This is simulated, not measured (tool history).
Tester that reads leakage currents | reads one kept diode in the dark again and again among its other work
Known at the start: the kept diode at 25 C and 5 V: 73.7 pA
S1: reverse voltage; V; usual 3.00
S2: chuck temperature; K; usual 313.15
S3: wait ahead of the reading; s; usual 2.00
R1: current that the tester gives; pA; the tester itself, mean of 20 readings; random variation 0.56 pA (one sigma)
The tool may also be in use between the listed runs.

run 1 day=0.000 | S1=3.00 S2=313.15 S3=2.00 | R1=197.05
run 2 day=6.288 | S1=3.00 S2=313.15 S3=1.07 | R1=198.93
run 3 day=10.854 | S1=3.00 S2=313.15 S3=1.42 | R1=200.96
run 4 day=16.333 | S1=3.00 S2=313.15 S3=1.42 | R1=201.54
run 5 day=23.196 | S1=3.00 S2=315.15 S3=2.00 | R1=233.86
run 6 day=27.438 | S1=19.83 S2=315.15 S3=2.00 | R1=537.32
run 7 day=31.983 | S1=19.83 S2=315.15 S3=2.00 | R1=542.02
run 8 day=35.767 | S1=19.83 S2=315.15 S3=2.00 | R1=545.77
run 9 day=39.046 | S1=19.83 S2=315.15 S3=2.00 | R1=551.40
run 10 day=43.217 | S1=3.00 S2=314.15 S3=2.00 | R1=224.83
run 11 day=49.442 | S1=15.14 S2=313.15 S3=2.00 | R1=432.35
run 12 day=52.425 | S1=15.14 S2=313.15 S3=2.00 | R1=438.56
run 13 day=58.125 | S1=15.14 S2=313.15 S3=2.00 | R1=439.56
run 14 day=63.404 | S1=15.14 S2=313.15 S3=2.00 | R1=449.12
run 15 day=66.562 | S1=15.14 S2=313.15 S3=2.00 | R1=449.45
run 16 day=70.804 | S1=3.00 S2=313.15 S3=0.50 | R1=219.94
run 17 day=75.638 | S1=3.00 S2=313.15 S3=0.50 | R1=220.22
run 18 day=81.733 | S1=3.00 S2=313.15 S3=1.91 | R1=222.92
run 19 day=86.946 | S1=3.00 S2=313.15 S3=1.91 | R1=224.36
-- day=88.233 chuck's temperature calibrated
-- day=89.754 probe card cleaned and baked
run 20 day=90.008 | S1=3.00 S2=313.15 S3=1.91 | R1=239.11
run 21 day=96.171 | S1=3.00 S2=307.15 S3=1.91 | R1=157.14
-- day=98.704 chuck's temperature calibrated, once more
run 22 day=101.679 | S1=7.05 S2=300.15 S3=8.22 | R1=104.31
run 23 day=106.512 | S1=7.05 S2=294.15 S3=8.22 | R1=66.48
run 24 day=112.358 | S1=6.42 S2=322.15 S3=2.00 | R1=497.07
run 25 day=117.879 | S1=6.83 S2=330.15 S3=4.36 | R1=868.96
run 26 day=123.938 | S1=1.92 S2=310.15 S3=1.24 | R1=130.85
run 27 day=130.346 | S1=1.92 S2=310.15 S3=1.24 | R1=132.52
run 28 day=135.067 | S1=1.92 S2=310.15 S3=1.24 | R1=133.08
run 29 day=138.733 | S1=1.92 S2=310.15 S3=1.24 | R1=133.19
run 30 day=142.133 | S1=1.92 S2=310.15 S3=1.24 | R1=134.47
run 31 day=148.888 | S1=5.65 S2=308.15 S3=3.18 | R1=188.85
run 32 day=153.442 | S1=5.65 S2=308.15 S3=3.18 | R1=191.14
run 33 day=158.658 | S1=1.56 S2=313.15 S3=9.87 | R1=156.03
run 34 day=165.375 | S1=3.00 S2=326.15 S3=0.41 | R1=502.91
run 35 day=168.592 | S1=3.00 S2=299.15 S3=2.00 | R1=77.98
run 36 day=173.854 | S1=3.00 S2=299.15 S3=2.00 | R1=79.17
run 37 day=179.079 | S1=3.00 S2=299.15 S3=2.00 | R1=79.79
run 38 day=184.867 | S1=3.00 S2=299.15 S3=6.23 | R1=80.39
run 39 day=188.192 | S1=4.85 S2=293.15 S3=1.79 | R1=68.35
-- day=191.646 probe card cleaned and baked
run 40 day=191.646 | S1=6.50 S2=297.15 S3=2.00 | R1=87.71

Measured less the same run without the tool's hidden state. The same run-to-run variation is in both; the gauge's scatter may not be:
The hidden state here: stray current of the dirty probe card, pA a volt; current scale over the true one, %; true chuck temperature over the reading, C; drift of the gauge itself on leakage_pa, %.
run=1 R1=+12.13
run=2 R1=+14.10
run=3 R1=+15.49
run=4 R1=+16.99
run=5 R1=+21.41
run=6 R1=+64.75
run=7 R1=+69.85
run=8 R1=+74.03
run=9 R1=+77.72
run=10 R1=+26.74
run=11 R1=+68.97
run=12 R1=+72.21
run=13 R1=+76.44
run=14 R1=+82.00
run=15 R1=+84.43
run=16 R1=+34.32
run=17 R1=+35.68
run=18 R1=+37.76
run=19 R1=+39.39
run=20 R1=+54.47
run=21 R1=+38.22
run=22 R1=+4.50
run=23 R1=+4.90
run=24 R1=+19.43
run=25 R1=+35.96
run=26 R1=+7.60
run=27 R1=+8.94
run=28 R1=+9.88
run=29 R1=+10.57
run=30 R1=+11.30
run=31 R1=+21.86
run=32 R1=+23.58
run=33 R1=+15.55
run=34 R1=+47.92
run=35 R1=+13.24
run=36 R1=+14.20
run=37 R1=+15.01
run=38 R1=+15.95
run=39 R1=+19.15
run=40 R1=+11.23
